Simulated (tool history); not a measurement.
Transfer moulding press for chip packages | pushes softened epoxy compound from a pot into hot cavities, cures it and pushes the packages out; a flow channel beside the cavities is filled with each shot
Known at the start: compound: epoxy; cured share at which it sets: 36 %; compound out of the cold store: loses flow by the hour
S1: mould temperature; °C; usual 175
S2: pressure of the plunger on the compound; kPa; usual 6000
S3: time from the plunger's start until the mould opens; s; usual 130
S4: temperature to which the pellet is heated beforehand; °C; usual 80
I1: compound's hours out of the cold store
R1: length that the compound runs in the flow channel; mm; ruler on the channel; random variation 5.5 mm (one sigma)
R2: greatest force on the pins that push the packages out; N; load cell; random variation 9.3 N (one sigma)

run	hour	S1	S2	S3	S4	I1	R1	R2
1	0	175	6000	130	80	19.1	550	461
2	25.1	175	6000	130	80	10.7	567	530
# hour 51.5: cavities cleaned with cleaning compound and waxed
3	62.5	175	6000	130	80	42.7	506	606
4	104.6	175	6000	130	80	23.2	543	605
# hour 119.7: cavities cleaned with cleaning compound and waxed
5	134.1	175	6000	130	80	27.2	536	457
6	178.6	175	6000	130	80	13	554	535
# hour 189.2: cavities cleaned with cleaning compound and waxed
7	204.5	175	6000	130	80	26.2	527	449
# hour 253.5: mould's thermocouples calibrated
# hour 259.8: cavities cleaned with cleaning compound and waxed
8	263.7	175	6000	130	80	45.9	498	410
9	299.3	175	6670	136	77	45.7	525	456
# hour 327.8: cavities cleaned with cleaning compound and waxed
10	342.2	181	5580	130	80	47.5	451	370
# hour 375.2: cavities cleaned with cleaning compound and waxed, once more
# hour 386.2: plunger's sealing rings changed
11	404.7	175	6290	111	73	29.4	577	639
12	436.9	173	6290	140	83	17	606	539
# hour 445.7: cavities cleaned with cleaning compound and waxed
13	488.4	173	4740	148	76	9.6	535	488
# hour 513.4: cavities cleaned with cleaning compound and waxed
14	513.4	173	5390	167	76	34.6	522	345
15	566.5	173	5390	167	76	23.5	543	439

Some steps in R1 between neighbouring runs. How much of each would the tool show without its hidden state too (settings, what came in, random variation), and how much is left for the hidden state, with any gauge scatter that isn't in both results?
The hidden state here: true mould temperature over the reading, C; pressure that reaches the compound, % of what is set; grip of the stained cavities, % over clean ones'; drift of the gauge itself on flow_mm, %; drift of the gauge itself on push_out_n, %.
Run 10 -> 11: S1 181 -> 175, S2 5580 -> 6290, S3 130 -> 111, S4 80 -> 73, cavities cleaned with cleaning compound and waxed, once more, plunger's sealing rings changed. R1 +126 mm: hidden state +40, all else +86.

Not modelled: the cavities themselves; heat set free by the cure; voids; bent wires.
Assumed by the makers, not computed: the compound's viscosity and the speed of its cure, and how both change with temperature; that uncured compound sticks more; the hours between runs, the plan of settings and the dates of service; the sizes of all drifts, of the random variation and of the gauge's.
